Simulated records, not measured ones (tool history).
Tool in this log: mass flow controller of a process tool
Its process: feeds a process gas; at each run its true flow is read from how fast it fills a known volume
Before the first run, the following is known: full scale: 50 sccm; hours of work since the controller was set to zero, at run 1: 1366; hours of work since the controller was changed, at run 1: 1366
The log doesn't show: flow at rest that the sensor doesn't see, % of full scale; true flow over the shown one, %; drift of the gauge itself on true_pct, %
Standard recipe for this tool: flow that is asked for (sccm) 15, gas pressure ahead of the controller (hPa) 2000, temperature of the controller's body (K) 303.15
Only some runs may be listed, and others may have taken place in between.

| run | hour | flow that is asked for (sccm) | gas pressure ahead of the controller (hPa) | temperature of the controller's body (K) | hours of work since the controller was set to zero | hours of work since the controller was changed | true flow (%) |
|---|---|---|---|---|---|---|---|
| 1 | 0.0 | 15 | 2000 | 303.15 | 1366 | 1366 | 98.20 |
| 2 | 128.7 | 15 | 2000 | 303.15 | 1456 | 1456 | 98.06 |
| 3 | 251.4 | 15 | 2000 | 303.15 | 1542 | 1542 | 97.96 |
| 4 | 386.0 | 6 | 2000 | 303.15 | 1637 | 1637 | 96.94 |
| 5 | 526.0 | 45 | 2000 | 303.15 | 1735 | 1735 | 98.82 |
| 6 | 626.6 | 15 | 1460 | 303.15 | 1806 | 1806 | 97.95 |
| 7 | 696.9 | 15 | 1460 | 303.15 | 1855 | 1855 | 97.73 |
| 8 | 792.2 | 15 | 2000 | 303.15 | 1922 | 1922 | 97.75 |
| 9 | 913.0 | 15 | 2000 | 303.15 | 2007 | 2007 | 97.75 |
| 10 | 1031.1 | 15 | 2000 | 303.15 | 2090 | 2090 | 97.76 |
| 11 | 1166.8 | 15 | 2000 | 303.15 | 2185 | 2185 | 97.55 |
| 12 | 1263.2 | 15 | 2000 | 303.15 | 2253 | 2253 | 97.52 |
| 13 | 1390.8 | 15 | 2000 | 303.15 | 2343 | 2343 | 97.36 |
| 14 | 1521.0 | 49 | 1560 | 303.15 | 2434 | 2434 | 98.73 |
| 15 | 1649.2 | 27 | 2760 | 301.15 | 2524 | 2524 | 98.46 |
| 16 | 1725.0 | 7 | 1520 | 301.15 | 2577 | 2577 | 96.17 |

What will run 17 give?
| 17 | 1857.0 | 31 | 2000 | 299.15 | 2670 | 2670 | ? |

{"run 17": {"true flow (%)": 98.64}}
Without the tool's hidden state the same run would have given true flow (%) 99.62.

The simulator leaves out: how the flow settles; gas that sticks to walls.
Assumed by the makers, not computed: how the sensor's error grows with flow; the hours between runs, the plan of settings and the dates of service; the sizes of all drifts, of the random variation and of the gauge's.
